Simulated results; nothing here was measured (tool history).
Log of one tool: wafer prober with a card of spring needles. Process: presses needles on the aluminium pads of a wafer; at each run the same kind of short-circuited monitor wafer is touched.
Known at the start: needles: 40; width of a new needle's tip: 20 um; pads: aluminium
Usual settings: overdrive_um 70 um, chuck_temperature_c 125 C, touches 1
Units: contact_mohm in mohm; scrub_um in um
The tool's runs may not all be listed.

Run 1, hour 0.0: usual settings. Result: contact_mohm 263 mohm, scrub_um 10.86 um.
Run 2, hour 7.0: usual settings. Result: contact_mohm 289 mohm, scrub_um 10.86 um.
At hour 8.5: tips cleaned on abrasive film.
At hour 12.6: height of the first contact set anew.
Run 3, hour 15.6: usual settings but overdrive_um 56 um. Result: contact_mohm 285 mohm, scrub_um 8.74 um.
Run 4, hour 21.7: usual settings but chuck_temperature_c 47 C. Result: contact_mohm 280 mohm, scrub_um 10.92 um.
At hour 26.5: tips cleaned on abrasive film.
Run 5, hour 27.7: usual settings but overdrive_um 65 um. Result: contact_mohm 233 mohm, scrub_um 10.16 um.
Run 6, hour 34.5: usual settings. Result: contact_mohm 267 mohm, scrub_um 10.94 um.
Run 7, hour 40.9: usual settings. Result: contact_mohm 285 mohm, scrub_um 10.93 um.
At hour 44.3: tips cleaned on abrasive film.
Run 8, hour 45.1: usual settings but chuck_temperature_c 56 C. Result: contact_mohm 208 mohm, scrub_um 10.92 um.
Run 9, hour 52.7: usual settings but overdrive_um 60 um, chuck_temperature_c 26 C, touches 2. Result: contact_mohm 249 mohm, scrub_um 9.33 um.
Run 10, hour 59.8: usual settings but overdrive_um 60 um, chuck_temperature_c 26 C, touches 2. Result: contact_mohm 262 mohm, scrub_um 9.34 um.
At hour 61.5: tips cleaned on abrasive film.
Run 11, hour 64.5: usual settings but overdrive_um 84 um, chuck_temperature_c 97 C, touches 2. Result: contact_mohm 205 mohm, scrub_um 13.08 um.
Run 12, hour 73.0: usual settings but overdrive_um 89 um, chuck_temperature_c 120 C. Result: contact_mohm 248 mohm, scrub_um 13.87 um.

5 ways to go on from here, each from the tool as it stands after run 12. What would each give?
Run A, hour 78.0: usual settings but overdrive_um 89 um, chuck_temperature_c 53 C, touches 3. Result: contact_mohm ?, scrub_um ?.
Run B, hour 78.0: usual settings but touches 2. Result: contact_mohm ?, scrub_um ?.
Run C, hour 78.0: usual settings but overdrive_um 89 um, chuck_temperature_c 75 C. Result: contact_mohm ?, scrub_um ?.
Run D, hour 78.0: usual settings but chuck_temperature_c 48 C, touches 3. Result: contact_mohm ?, scrub_um ?.
Run E, hour 78.0: usual settings but overdrive_um 84 um, chuck_temperature_c 102 C. Result: contact_mohm ?, scrub_um ?.

run  contact_mohm  scrub_um
  A           207     13.86
  B           255     10.91
  C           252     13.88
  D           225     10.92
  E           263     13.08
Without the tool's hidden state the same runs would have given:
run  contact_mohm  scrub_um
  A           186     13.89
  B           206     10.94
  C           192     13.90
  D           191     10.94
  E           200     13.11
